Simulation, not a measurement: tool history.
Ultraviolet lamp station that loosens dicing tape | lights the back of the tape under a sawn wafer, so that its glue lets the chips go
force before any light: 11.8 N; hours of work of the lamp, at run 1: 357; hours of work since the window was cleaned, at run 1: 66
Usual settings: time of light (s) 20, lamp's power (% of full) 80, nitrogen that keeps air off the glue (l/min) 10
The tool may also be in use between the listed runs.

| run | hour | time of light (s) | lamp's power (% of full) | nitrogen that keeps air off the glue (l/min) | hours of work of the lamp | hours of work since the window was cleaned | force that peels the tape off (N) | light that reached the tape (J/m2) |
|---|---|---|---|---|---|---|---|---|
| 1 | 0 | 20 | 80 | 10 | 357 | 66 | 1.268 | 4780 |
| 2 | 53.4 | 20 | 80 | 10 | 388 | 97 | 1.286 | 4660 |
| 3 | 138.1 | 20 | 80 | 12 | 438 | 147 | 1.319 | 4580 |
| 4 | 201.2 | 20 | 80 | 12 | 475 | 184 | 1.311 | 4480 |
| 5 | 249.9 | 20 | 80 | 12 | 504 | 213 | 1.37 | 4380 |
| 6 | 314.7 | 20 | 79 | 10 | 542 | 251 | 1.583 | 4270 |
| 7 | 394.2 | 23 | 80 | 10 | 589 | 298 | 1.238 | 4820 |
| 8 | 456.1 | 23 | 80 | 10 | 625 | 335 | 1.27 | 4780 |
| 9 | 528.3 | 33 | 80 | 3 | 668 | 377 | 1.144 | 6660 |
| 10 | 581.9 | 33 | 80 | 3 | 700 | 409 | 1.158 | 6550 |
|  | 645 | window cleaned of glue's vapour |
| 11 | 656.4 | 33 | 80 | 3 | 743 | 7 | 0.944 | 7320 |
| 12 | 727.1 | 14 | 80 | 9 | 785 | 48 | 2.892 | 3000 |
| 13 | 773 | 22 | 79 | 15 | 812 | 75 | 1.231 | 4580 |
| 14 | 842.8 | 37 | 83 | 7 | 853 | 117 | 0.52 | 7920 |

The same runs without the tool's hidden state, with the same run-to-run variation:
The hidden state here: lamp's light, % of a new lamp's; light that the window lets through, % of a clean one's; drift of the gauge itself on peel_n, %; drift of the gauge itself on dose_mj_cm2, %.
| run | force that peels the tape off (N) | light that reached the tape (J/m2) |
|---|---|---|
| 1 | 1.034 | 5290 |
| 2 | 1.015 | 5240 |
| 3 | 0.99 | 5280 |
| 4 | 0.944 | 5280 |
| 5 | 0.958 | 5230 |
| 6 | 1.078 | 5200 |
| 7 | 0.781 | 6020 |
| 8 | 0.768 | 6100 |
| 9 | 0.652 | 8700 |
| 10 | 0.636 | 8730 |
| 11 | 0.64 | 8810 |
| 12 | 2.122 | 3690 |
| 13 | 0.778 | 5710 |
| 14 | 0.34 | 10080 |
